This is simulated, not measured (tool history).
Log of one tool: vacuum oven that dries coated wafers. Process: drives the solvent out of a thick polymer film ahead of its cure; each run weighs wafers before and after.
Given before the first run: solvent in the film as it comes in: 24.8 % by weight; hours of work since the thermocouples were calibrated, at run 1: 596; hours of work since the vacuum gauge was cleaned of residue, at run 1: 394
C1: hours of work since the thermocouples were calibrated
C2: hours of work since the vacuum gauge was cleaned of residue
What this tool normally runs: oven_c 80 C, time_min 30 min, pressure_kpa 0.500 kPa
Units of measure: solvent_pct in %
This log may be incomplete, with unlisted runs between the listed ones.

Run 1, hour 0.0: usual settings; C1 596; C2 394. Result: solvent_pct 2.36 %.
Run 2, hour 13.6: usual settings but time_min 29 min; C1 603; C2 402. Result: solvent_pct 2.45 %.
Run 3, hour 24.7: usual settings; C1 609; C2 408. Result: solvent_pct 2.31 %.
Run 4, hour 42.7: usual settings; C1 619; C2 417. Result: solvent_pct 2.51 %.
Run 5, hour 57.1: usual settings; C1 626; C2 425. Result: solvent_pct 2.44 %.
Run 6, hour 79.6: usual settings but pressure_kpa 0.422 kPa; C1 638; C2 437. Result: solvent_pct 2.39 %.
Run 7, hour 100.2: usual settings but pressure_kpa 0.422 kPa; C1 650; C2 448. Result: solvent_pct 2.36 %.
Run 8, hour 119.4: usual settings but pressure_kpa 0.422 kPa; C1 660; C2 458. Result: solvent_pct 2.48 %.
Run 9, hour 131.4: usual settings but pressure_kpa 0.422 kPa; C1 666; C2 465. Result: solvent_pct 2.46 %.
Run 10, hour 152.7: usual settings; C1 678; C2 476. Result: solvent_pct 2.41 %.
Run 11, hour 165.7: usual settings; C1 685; C2 483. Result: solvent_pct 2.40 %.
Run 12, hour 176.6: usual settings; C1 691; C2 489. Result: solvent_pct 2.36 %.
Run 13, hour 186.5: usual settings; C1 696; C2 494. Result: solvent_pct 2.55 %.
Run 14, hour 200.0: usual settings; C1 703; C2 502. Result: solvent_pct 2.43 %.
Run 15, hour 212.7: usual settings; C1 710; C2 509. Result: solvent_pct 2.37 %.
Run 16, hour 234.3: usual settings; C1 722; C2 520. Result: solvent_pct 2.54 %.
Run 17, hour 256.8: usual settings but oven_c 81 C; C1 734; C2 532. Result: solvent_pct 2.16 %.
Run 18, hour 279.8: usual settings but oven_c 81 C; C1 746; C2 545. Result: solvent_pct 2.07 %.
Run 19, hour 295.5: usual settings but time_min 23 min; C1 754; C2 553. Result: solvent_pct 4.03 %.
Run 20, hour 310.9: usual settings; C1 763; C2 561. Result: solvent_pct 2.54 %.
At hour 314.7: oven's thermocouples calibrated.
Run 21, hour 323.6: usual settings; C1 5; C2 567. Result: solvent_pct 2.84 %.
Run 22, hour 334.2: usual settings but time_min 42 min; C1 10; C2 573. Result: solvent_pct 1.44 %.
Run 23, hour 352.1: usual settings but oven_c 88 C; C1 20; C2 582. Result: solvent_pct 0.89 %.
Run 24, hour 375.7: usual settings but oven_c 88 C; C1 33; C2 595. Result: solvent_pct 0.76 %.
Run 25, hour 388.6: usual settings but oven_c 79 C, pressure_kpa 0.695 kPa; C1 40; C2 602. Result: solvent_pct 3.36 %.
Run 26, hour 407.2: usual settings but oven_c 88 C; C1 50; C2 612. Result: solvent_pct 0.71 %.
Run 27, hour 418.8: usual settings but oven_c 74 C, pressure_kpa 0.930 kPa; C1 56; C2 618. Result: solvent_pct 6.20 %.
Run 28, hour 433.0: usual settings but oven_c 76 C, pressure_kpa 0.963 kPa; C1 63; C2 626. Result: solvent_pct 4.97 %.
At hour 441.7: oven's thermocouples calibrated, once more.
Run 29, hour 456.4: usual settings but oven_c 76 C, time_min 21 min, pressure_kpa 0.963 kPa; C1 8; C2 637. Result: solvent_pct 6.05 %.
Run 30, hour 478.4: usual settings but oven_c 79 C, time_min 16 min, pressure_kpa 0.313 kPa; C1 20; C2 649. Result: solvent_pct 5.83 %.
Run 31, hour 500.7: usual settings but time_min 21 min, pressure_kpa 0.461 kPa; C1 32; C2 661. Result: solvent_pct 3.62 %.
Run 32, hour 523.6: usual settings but oven_c 81 C, time_min 19 min, pressure_kpa 0.824 kPa; C1 44; C2 673. Result: solvent_pct 4.01 %.
Run 33, hour 539.8: usual settings but oven_c 93 C, pressure_kpa 0.254 kPa; C1 53; C2 682. Result: solvent_pct 0.18 %.
Run 34, hour 556.2: usual settings but oven_c 93 C, pressure_kpa 0.254 kPa; C1 62; C2 691. Result: solvent_pct 0.29 %.
Run 35, hour 575.4: usual settings but oven_c 84 C, pressure_kpa 0.556 kPa; C1 72; C2 701. Result: solvent_pct 0.95 %.

What will run 36 give?
Run 36, hour 592.7: usual settings but oven_c 84 C, pressure_kpa 0.556 kPa; C1 81; C2 710. Result: solvent_pct ?.

solvent_pct: 0.98 %
On a tool with no hidden condition, and with the same random variation, this run would have come out at solvent_pct 0.85 %.

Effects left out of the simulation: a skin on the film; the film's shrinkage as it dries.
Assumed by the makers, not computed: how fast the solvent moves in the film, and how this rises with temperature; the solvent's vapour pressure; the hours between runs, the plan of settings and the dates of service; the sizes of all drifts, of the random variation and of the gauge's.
